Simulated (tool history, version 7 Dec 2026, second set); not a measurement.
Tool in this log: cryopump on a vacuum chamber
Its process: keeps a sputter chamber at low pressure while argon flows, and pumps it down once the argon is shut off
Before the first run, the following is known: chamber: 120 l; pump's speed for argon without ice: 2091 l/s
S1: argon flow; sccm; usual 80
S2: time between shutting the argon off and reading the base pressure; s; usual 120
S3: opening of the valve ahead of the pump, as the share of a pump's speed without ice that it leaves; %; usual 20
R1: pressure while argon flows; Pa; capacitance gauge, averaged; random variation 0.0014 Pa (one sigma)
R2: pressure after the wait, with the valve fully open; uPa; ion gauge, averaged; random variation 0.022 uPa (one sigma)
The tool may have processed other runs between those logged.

run	hour	S1	S2	S3	R1	R2
1	0.0	80	120	20	0.3244	1.31
2	14.6	80	120	20	0.3249	1.33
3	26.8	80	120	20	0.3231	1.32
4	38.2	80	120	20	0.3254	1.29
5	48.5	80	120	20	0.3255	1.33
6	62.2	80	120	20	0.3260	1.27
7	77.9	80	24	20	0.3231	3.16
8	91.1	80	120	41	0.1581	1.38
9	101.0	80	120	23	0.2835	1.39
10	117.7	80	120	20	0.3262	1.37
11	140.8	80	120	20	0.3240	1.34
12	153.9	80	120	40	0.1640	1.33
13	164.9	80	120	20	0.3250	1.33
14	183.6	80	120	20	0.3237	1.37
15	193.9	93	120	20	0.3753	1.35
16	206.8	38	120	20	0.1553	1.38
17	225.9	38	120	20	0.1552	1.29
18	240.4	33	149	20	0.1350	1.28
19	255.7	87	180	17	0.4153	1.24
20	272.9	43	86	20	0.1751	1.57
21	291.0	80	23	45	0.1476	3.40
22	300.5	99	24	55	0.1476	3.16
23	313.9	63	48	20	0.2547	2.11
24	333.5	63	48	20	0.2558	2.12
25	356.0	63	48	20	0.2575	2.13
26	366.9	52	34	20	0.2101	2.65
27	384.2	38	49	47	0.0661	2.07
28	398.0	44	56	47	0.0779	2.00
29	413.1	61	99	42	0.1211	1.50
30	429.7	102	120	20	0.4161	1.47
31	448.9	102	120	42	0.2018	1.50
32	466.1	102	120	42	0.1999	1.41
33	487.4	102	221	42	0.1999	1.25
34	510.1	60	52	44	0.1124	2.09

3 options for the next run, each taken on its own from the tool as it stands now. Forecast them:
A	525.3	36	20	33	?	?
B	525.3	80	292	35	?	?
C	525.3	119	33	44	?	?

run	R1	R2
A	0.0896	3.76
B	0.1878	1.13
C	0.2241	2.70
Stripped of hidden state, with their random variation kept, the same runs would have yielded:
run	R1	R2
A	0.0880	2.92
B	0.1843	0.30
C	0.2189	1.84
